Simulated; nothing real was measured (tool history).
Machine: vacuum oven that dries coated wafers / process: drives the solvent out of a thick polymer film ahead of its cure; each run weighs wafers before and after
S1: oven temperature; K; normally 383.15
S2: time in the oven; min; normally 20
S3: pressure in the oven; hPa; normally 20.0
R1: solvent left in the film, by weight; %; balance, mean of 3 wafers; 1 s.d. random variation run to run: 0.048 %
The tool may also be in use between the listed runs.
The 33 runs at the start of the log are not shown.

run,hour,S1,S2,S3,R1
34,361.5,379.15,27,20.0,5.37
35,375.8,368.15,22,40.1,12.13
36,389.4,395.15,17,20.9,2.34
37,399.4,385.15,20,13.2,4.48
38,407.2,368.15,20,36.3,12.39
39,418.1,380.15,13,18.6,9.55
40,427.5,391.15,16,48.3,4.57
41,435.1,391.15,16,48.3,4.63
42,445.1,391.15,16,48.3,4.50
43,453.7,394.15,21,48.3,2.48
44,462.3,376.15,14,19.3,10.60
45,469.6,378.15,14,60.1,11.07
46,475.6,383.15,11,14.3,9.14

Here are 3 independent what-if runs from the current tool condition. What would each one return?
A,490.2,385.15,25,13.1,?
B,490.2,383.15,20,42.6,?
C,490.2,393.15,14,19.3,?

run,R1
A,3.15
B,6.18
C,3.77
Had the tool no hidden state, the same runs would have come out as:
run,R1
A,3.45
B,6.57
C,4.09

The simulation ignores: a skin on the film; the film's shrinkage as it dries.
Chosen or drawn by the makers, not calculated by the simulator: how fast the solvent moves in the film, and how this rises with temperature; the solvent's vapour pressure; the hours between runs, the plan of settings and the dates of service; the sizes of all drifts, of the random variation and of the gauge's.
